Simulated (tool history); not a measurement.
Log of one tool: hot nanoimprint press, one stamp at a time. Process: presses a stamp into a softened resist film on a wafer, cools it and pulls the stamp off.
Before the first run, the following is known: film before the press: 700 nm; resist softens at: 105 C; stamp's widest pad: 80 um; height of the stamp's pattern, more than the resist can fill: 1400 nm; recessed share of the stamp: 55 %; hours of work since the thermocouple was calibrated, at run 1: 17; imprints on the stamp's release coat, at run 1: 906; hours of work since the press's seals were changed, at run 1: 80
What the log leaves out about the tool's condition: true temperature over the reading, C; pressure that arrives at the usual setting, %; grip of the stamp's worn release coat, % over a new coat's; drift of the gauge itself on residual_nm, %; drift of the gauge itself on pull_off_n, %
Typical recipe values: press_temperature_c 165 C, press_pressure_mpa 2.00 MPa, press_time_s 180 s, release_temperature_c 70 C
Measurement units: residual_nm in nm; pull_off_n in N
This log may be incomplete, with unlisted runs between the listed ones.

run	hour	press_temperature_c	press_pressure_mpa	press_time_s	release_temperature_c	hours of work since the thermocouple was calibrated	imprints on the stamp's release coat	hours of work since the press's seals were changed	residual_nm	pull_off_n
1	0.0	165	2.00	180	70	17	906	80	288.5	177
2	10.8	165	2.63	180	70	21	936	84	247.2	185
3	17.9	165	2.00	180	63	24	956	87	286.6	195
# hour 29.7: stamp cleaned and given a new release coat
4	29.8	165	2.00	288	70	27	0	89	235.9	158
5	39.7	165	2.00	180	70	31	28	93	287.3	151
6	45.1	165	3.07	180	70	33	42	96	229.0	154
7	52.7	165	3.07	180	70	36	64	99	234.1	152
8	64.2	165	3.07	180	70	41	95	103	232.3	157
9	74.9	159	2.00	180	70	45	125	108	403.0	155
10	83.1	165	3.05	180	70	48	147	111	233.1	154
11	90.6	165	1.22	180	70	51	168	114	353.6	157
12	98.5	165	2.00	180	70	55	190	117	283.5	158
13	109.9	165	2.00	180	70	59	221	122	283.3	161
14	117.0	165	2.00	180	70	62	241	125	282.0	162
15	126.0	165	2.00	180	70	66	266	129	283.1	157
16	132.8	165	2.00	180	70	69	285	131	281.6	161
17	142.4	165	2.00	112	70	72	311	135	340.1	154
18	150.7	176	3.08	173	67	76	334	139	117.8	163
19	155.7	176	3.08	173	67	78	348	141	117.8	173
20	163.0	173	1.97	247	67	81	368	144	151.6	167
21	174.5	168	2.39	352	60	86	400	148	160.4	188
22	181.6	165	1.60	180	70	88	420	151	311.0	164
23	188.6	164	2.17	180	60	91	439	154	291.6	187
24	194.6	170	2.00	306	63	94	456	157	162.1	178
25	201.6	156	2.00	249	73	97	475	159	426.9	161
26	212.6	156	2.00	131	75	101	506	164	507.6	155

Run 27, settings as shown, results not yet in. Your forecast:
27	222.0	168	2.00	180	55	105	531	168	?	?

residual_nm: 230.8 nm
pull_off_n: 197 N
The same run, on a tool lacking any hidden state, would have yielded residual_nm 233.3 nm, pull_off_n 179 N.

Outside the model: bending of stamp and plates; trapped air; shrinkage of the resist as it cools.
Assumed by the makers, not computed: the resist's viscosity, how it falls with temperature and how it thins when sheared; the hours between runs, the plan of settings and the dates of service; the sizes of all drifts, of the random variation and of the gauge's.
